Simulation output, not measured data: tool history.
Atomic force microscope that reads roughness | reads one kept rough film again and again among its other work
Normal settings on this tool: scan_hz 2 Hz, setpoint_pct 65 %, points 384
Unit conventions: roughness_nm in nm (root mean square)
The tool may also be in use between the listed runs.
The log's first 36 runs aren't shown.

| run | hour | scan_hz | setpoint_pct | points | roughness_nm |
|---|---|---|---|---|---|
|  | 538.1 | new tip fitted |
| 37 | 552.3 | 2.16 | 65 | 927 | 4.078 |
| 38 | 567.2 | 2 | 63 | 565 | 4.062 |
| 39 | 584.6 | 0.97 | 65 | 384 | 4.107 |
| 40 | 595.7 | 0.97 | 65 | 384 | 4.085 |
| 41 | 611.5 | 0.97 | 65 | 384 | 3.94 |
| 42 | 625.1 | 2.77 | 65 | 384 | 3.632 |
|  | 627 | new tip fitted |
| 43 | 636.5 | 1.47 | 57 | 384 | 4.319 |
| 44 | 650.6 | 1.47 | 57 | 384 | 4.249 |
| 45 | 664.2 | 0.87 | 58 | 893 | 4.227 |
| 46 | 678.3 | 1.23 | 73 | 303 | 3.895 |
| 47 | 693.1 | 0.57 | 84 | 384 | 3.905 |

The next listed run, before its measurement:
| 48 | 709.1 | 2.73 | 65 | 384 | ? |

{"run 48": {"roughness_nm": 3.643}}
Take away the tool's hidden state, keep the run-to-run variation as it was, and the same run would have given roughness_nm 4.16 nm (root mean square).
